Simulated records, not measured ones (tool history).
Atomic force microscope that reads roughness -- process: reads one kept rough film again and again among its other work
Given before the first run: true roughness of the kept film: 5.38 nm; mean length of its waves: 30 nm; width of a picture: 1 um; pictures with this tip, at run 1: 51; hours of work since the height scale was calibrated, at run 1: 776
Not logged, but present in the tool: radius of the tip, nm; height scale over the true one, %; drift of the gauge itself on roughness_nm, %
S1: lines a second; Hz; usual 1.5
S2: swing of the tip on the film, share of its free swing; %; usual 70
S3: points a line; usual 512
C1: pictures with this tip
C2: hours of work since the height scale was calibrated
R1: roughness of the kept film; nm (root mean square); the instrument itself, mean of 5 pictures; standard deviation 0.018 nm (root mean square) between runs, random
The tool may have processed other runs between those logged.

{"run": 1, "hour": 0.0, "S1": 1.5, "S2": 70, "S3": 512, "C1": 51, "C2": 776, "R1": 3.737}
{"hour": 27.3, "done": "new tip fitted"}
{"run": 2, "hour": 38.1, "S1": 1.5, "S2": 90, "S3": 512, "C1": 22, "C2": 798, "R1": 3.507}
{"run": 3, "hour": 68.7, "S1": 1.5, "S2": 90, "S3": 512, "C1": 82, "C2": 816, "R1": 3.046}
{"hour": 78.5, "done": "new tip fitted"}
{"run": 4, "hour": 116.5, "S1": 1.5, "S2": 70, "S3": 512, "C1": 75, "C2": 843, "R1": 3.531}
{"hour": 131.8, "done": "new tip fitted"}
{"run": 5, "hour": 159.1, "S1": 1.5, "S2": 59, "S3": 512, "C1": 54, "C2": 868, "R1": 3.776}
{"hour": 183.3, "done": "new tip fitted"}
{"run": 6, "hour": 183.3, "S1": 1.5, "S2": 70, "S3": 718, "C1": 0, "C2": 881, "R1": 4.214}
{"run": 7, "hour": 222.4, "S1": 1.5, "S2": 75, "S3": 718, "C1": 77, "C2": 904, "R1": 3.316}
{"hour": 234.6, "done": "new tip fitted"}
{"run": 8, "hour": 245.1, "S1": 1.5, "S2": 75, "S3": 718, "C1": 21, "C2": 917, "R1": 3.922}
{"run": 9, "hour": 280.6, "S1": 1.5, "S2": 85, "S3": 512, "C1": 90, "C2": 938, "R1": 3.168}
{"hour": 286.2, "done": "new tip fitted"}
{"run": 10, "hour": 321.8, "S1": 1.5, "S2": 85, "S3": 512, "C1": 70, "C2": 961, "R1": 3.248}
{"hour": 338.4, "done": "new tip fitted"}
{"run": 11, "hour": 358.4, "S1": 1.5, "S2": 85, "S3": 512, "C1": 39, "C2": 982, "R1": 3.528}
{"hour": 391.0, "done": "new tip fitted"}
{"run": 12, "hour": 391.8, "S1": 1.5, "S2": 70, "S3": 651, "C1": 2, "C2": 1001, "R1": 4.133}
{"run": 13, "hour": 417.2, "S1": 1.5, "S2": 70, "S3": 307, "C1": 52, "C2": 1016, "R1": 3.615}
{"hour": 443.3, "done": "new tip fitted"}
{"run": 14, "hour": 460.1, "S1": 1.5, "S2": 70, "S3": 512, "C1": 33, "C2": 1041, "R1": 3.896}
{"hour": 494.4, "done": "new tip fitted"}
{"run": 15, "hour": 495.4, "S1": 1.5, "S2": 70, "S3": 512, "C1": 2, "C2": 1061, "R1": 4.191}
{"run": 16, "hour": 521.5, "S1": 1.5, "S2": 77, "S3": 512, "C1": 53, "C2": 1076, "R1": 3.55}
{"hour": 547.5, "done": "new tip fitted"}
{"run": 17, "hour": 552.9, "S1": 1.5, "S2": 77, "S3": 512, "C1": 11, "C2": 1094, "R1": 3.963}
{"run": 18, "hour": 580.1, "S1": 1.5, "S2": 70, "S3": 512, "C1": 64, "C2": 1110, "R1": 3.581}
{"hour": 585.6, "done": "height scale calibrated on a step standard"}
{"hour": 599.5, "done": "new tip fitted"}
{"run": 19, "hour": 621.0, "S1": 1.5, "S2": 70, "S3": 512, "C1": 43, "C2": 20, "R1": 3.725}
{"hour": 651.3, "done": "new tip fitted"}
{"run": 20, "hour": 668.3, "S1": 2.09, "S2": 60, "S3": 917, "C1": 34, "C2": 47, "R1": 3.921}
{"hour": 680.6, "done": "height scale calibrated on a step standard, once more"}
{"run": 21, "hour": 691.3, "S1": 2.09, "S2": 80, "S3": 883, "C1": 77, "C2": 6, "R1": 3.247}
{"hour": 703.4, "done": "new tip fitted"}
{"run": 22, "hour": 711.9, "S1": 1.5, "S2": 57, "S3": 578, "C1": 16, "C2": 18, "R1": 4.27}
{"run": 23, "hour": 740.7, "S1": 1.6, "S2": 57, "S3": 276, "C1": 73, "C2": 35, "R1": 3.705}
{"hour": 753.7, "done": "new tip fitted"}
{"run": 24, "hour": 778.1, "S1": 0.74, "S2": 83, "S3": 646, "C1": 48, "C2": 56, "R1": 3.795}
{"hour": 807.3, "done": "new tip fitted"}
{"run": 25, "hour": 809.3, "S1": 0.56, "S2": 71, "S3": 827, "C1": 4, "C2": 74, "R1": 4.398}
{"run": 26, "hour": 829.6, "S1": 1.23, "S2": 56, "S3": 810, "C1": 44, "C2": 86, "R1": 3.993}
{"run": 27, "hour": 854.6, "S1": 1.54, "S2": 72, "S3": 786, "C1": 93, "C2": 100, "R1": 3.365}
{"hour": 858.0, "done": "new tip fitted"}
{"run": 28, "hour": 899.7, "S1": 1.65, "S2": 70, "S3": 512, "C1": 82, "C2": 126, "R1": 3.425}
{"hour": 908.8, "done": "new tip fitted"}
{"run": 29, "hour": 947.4, "S1": 1.65, "S2": 80, "S3": 438, "C1": 76, "C2": 153, "R1": 3.339}
{"hour": 959.2, "done": "new tip fitted"}
{"run": 30, "hour": 991.7, "S1": 0.87, "S2": 77, "S3": 386, "C1": 64, "C2": 179, "R1": 3.584}
{"hour": 1012.6, "done": "new tip fitted"}
{"run": 31, "hour": 1013.0, "S1": 2.36, "S2": 77, "S3": 866, "C1": 0, "C2": 191, "R1": 3.867}
{"run": 32, "hour": 1054.5, "S1": 1.85, "S2": 68, "S3": 383, "C1": 82, "C2": 215, "R1": 3.421}
{"hour": 1063.1, "done": "new tip fitted"}
{"run": 33, "hour": 1101.6, "S1": 1.85, "S2": 83, "S3": 383, "C1": 76, "C2": 242, "R1": 3.181}
{"hour": 1114.2, "done": "new tip fitted"}
{"run": 34, "hour": 1126.5, "S1": 1.5, "S2": 82, "S3": 512, "C1": 25, "C2": 256, "R1": 3.678}
{"hour": 1166.7, "done": "new tip fitted"}
{"run": 35, "hour": 1166.7, "S1": 0.58, "S2": 70, "S3": 1008, "C1": 0, "C2": 279, "R1": 4.376}
{"run": 36, "hour": 1200.8, "S1": 1.11, "S2": 63, "S3": 619, "C1": 67, "C2": 299, "R1": 3.67}

Difference, measured minus no-hidden-state, one row per run. Run-to-run variation is common to both terms; the gauge's own scatter need not be:
run=1 R1=-0.557
run=2 R1=-0.328
run=3 R1=-0.798
run=4 R1=-0.767
run=5 R1=-0.677
run=6 R1=-0.07
run=7 R1=-0.867
run=8 R1=-0.287
run=9 R1=-0.803
run=10 R1=-0.717
run=11 R1=-0.44
run=12 R1=-0.171
run=13 R1=-0.649
run=14 R1=-0.439
run=15 R1=-0.093
run=16 R1=-0.586
run=17 R1=-0.166
run=18 R1=-0.704
run=19 R1=-0.582
run=20 R1=-0.456
run=21 R1=-0.699
run=22 R1=-0.173
run=23 R1=-0.693
run=24 R1=-0.518
run=25 R1=-0.067
run=26 R1=-0.489
run=27 R1=-0.887
run=28 R1=-0.853
run=29 R1=-0.739
run=30 R1=-0.723
run=31 R1=-0.073
run=32 R1=-0.829
run=33 R1=-0.72
run=34 R1=-0.36
run=35 R1=-0.079
run=36 R1=-0.77
